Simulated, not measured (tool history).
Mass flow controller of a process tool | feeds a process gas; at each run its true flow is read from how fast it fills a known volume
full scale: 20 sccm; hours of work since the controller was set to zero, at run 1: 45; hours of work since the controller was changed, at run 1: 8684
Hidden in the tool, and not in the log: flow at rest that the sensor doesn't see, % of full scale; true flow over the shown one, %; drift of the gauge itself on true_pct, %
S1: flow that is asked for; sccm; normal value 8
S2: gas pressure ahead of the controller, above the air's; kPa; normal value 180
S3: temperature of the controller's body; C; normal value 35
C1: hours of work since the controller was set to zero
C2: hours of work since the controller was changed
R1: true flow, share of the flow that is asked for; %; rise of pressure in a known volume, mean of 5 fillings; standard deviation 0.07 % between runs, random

run 1 hour=0.0 | S1=8 S2=180 S3=35 | C1=45 C2=8684 | R1=100.41
run 2 hour=330.4 | S1=8 S2=180 S3=35 | C1=255 C2=8895 | R1=100.58
run 3 hour=643.5 | S1=8 S2=180 S3=25 | C1=455 C2=9095 | R1=101.01
run 4 hour=955.6 | S1=8 S2=180 S3=25 | C1=654 C2=9294 | R1=101.21
run 5 hour=1136.9 | S1=8 S2=180 S3=25 | C1=770 C2=9410 | R1=101.33
run 6 hour=1374.4 | S1=8 S2=180 S3=25 | C1=921 C2=9561 | R1=101.26
run 7 hour=1585.4 | S1=8 S2=180 S3=25 | C1=1056 C2=9696 | R1=101.36
run 8 hour=1884.2 | S1=8 S2=180 S3=25 | C1=1247 C2=9886 | R1=101.53
run 9 hour=2190.6 | S1=8 S2=180 S3=25 | C1=1442 C2=10082 | R1=101.75
run 10 hour=2342.5 | S1=8 S2=180 S3=25 | C1=1539 C2=10179 | R1=101.57
run 11 hour=2670.4 | S1=8 S2=180 S3=25 | C1=1748 C2=10388 | R1=101.81
run 12 hour=2869.4 | S1=8 S2=180 S3=35 | C1=1875 C2=10515 | R1=101.60
run 13 hour=3027.5 | S1=8 S2=180 S3=25 | C1=1976 C2=10616 | R1=101.93
run 14 hour=3341.4 | S1=8 S2=180 S3=25 | C1=2176 C2=10816 | R1=102.13
run 15 hour=3558.0 | S1=8 S2=275 S3=35 | C1=2314 C2=10954 | R1=101.92
run 16 hour=3833.1 | S1=8 S2=275 S3=35 | C1=2490 C2=11130 | R1=102.09
run 17 hour=4175.4 | S1=8 S2=180 S3=27 | C1=2708 C2=11348 | R1=102.32
run 18 hour=4423.8 | S1=8 S2=180 S3=27 | C1=2867 C2=11506 | R1=102.29
run 19 hour=4746.2 | S1=9 S2=180 S3=20 | C1=3072 C2=11712 | R1=102.66
run 20 hour=4900.5 | S1=9 S2=180 S3=20 | C1=3171 C2=11810 | R1=102.70
run 21 hour=5199.3 | S1=9 S2=180 S3=20 | C1=3361 C2=12001 | R1=102.85
run 22 hour=5441.3 | S1=9 S2=142 S3=29 | C1=3516 C2=12155 | R1=102.56
run 23 hour=5682.8 | S1=8 S2=206 S3=29 | C1=3670 C2=12310 | R1=102.82
run 24 hour=5836.1 | S1=8 S2=168 S3=21 | C1=3768 C2=12407 | R1=103.05
run 25 hour=6084.1 | S1=8 S2=168 S3=21 | C1=3926 C2=12566 | R1=103.14
run 26 hour=6274.1 | S1=8 S2=163 S3=34 | C1=4047 C2=12687 | R1=102.72
-- hour=6417.9 controller's zero set anew
run 27 hour=6448.8 | S1=8 S2=163 S3=34 | C1=20 C2=12798 | R1=101.22
run 28 hour=6615.0 | S1=5 S2=146 S3=20 | C1=126 C2=12904 | R1=101.48
run 29 hour=6879.5 | S1=5 S2=146 S3=20 | C1=294 C2=13073 | R1=101.54
run 30 hour=7075.3 | S1=5 S2=146 S3=20 | C1=419 C2=13197 | R1=101.79
run 31 hour=7377.4 | S1=5 S2=146 S3=20 | C1=612 C2=13390 | R1=101.95
run 32 hour=7657.1 | S1=12 S2=267 S3=32 | C1=791 C2=13569 | R1=102.15
run 33 hour=7861.7 | S1=6 S2=180 S3=25 | C1=921 C2=13699 | R1=101.98
run 34 hour=8049.1 | S1=6 S2=180 S3=23 | C1=1041 C2=13819 | R1=102.15
run 35 hour=8299.8 | S1=6 S2=180 S3=23 | C1=1200 C2=13979 | R1=102.41

How would selected steps in R1 from run to run divide? Give the signed amount a tool lacking its hidden state would still show from settings, what came in and random variation, and the signed amount left for the hidden state, including any gauge scatter that is not in both of the compared results.
Run 2 -> 3: S3 35 -> 25. R1 +0.43 %: hidden state +0.11, all else +0.32.
Run 22 -> 23: S1 9 -> 8, S2 142 -> 206. R1 +0.26 %: hidden state +0.26, all else +0.00.
Run 25 -> 26: S2 168 -> 163, S3 21 -> 34. R1 -0.42 %: hidden state +0.06, all else -0.48.
Run 26 -> 27: controller's zero set anew. R1 -1.50 %: hidden state -1.62, all else +0.12.
Run 32 -> 33: S1 12 -> 6, S2 267 -> 180, S3 32 -> 25. R1 -0.17 %: hidden state +0.31, all else -0.48.
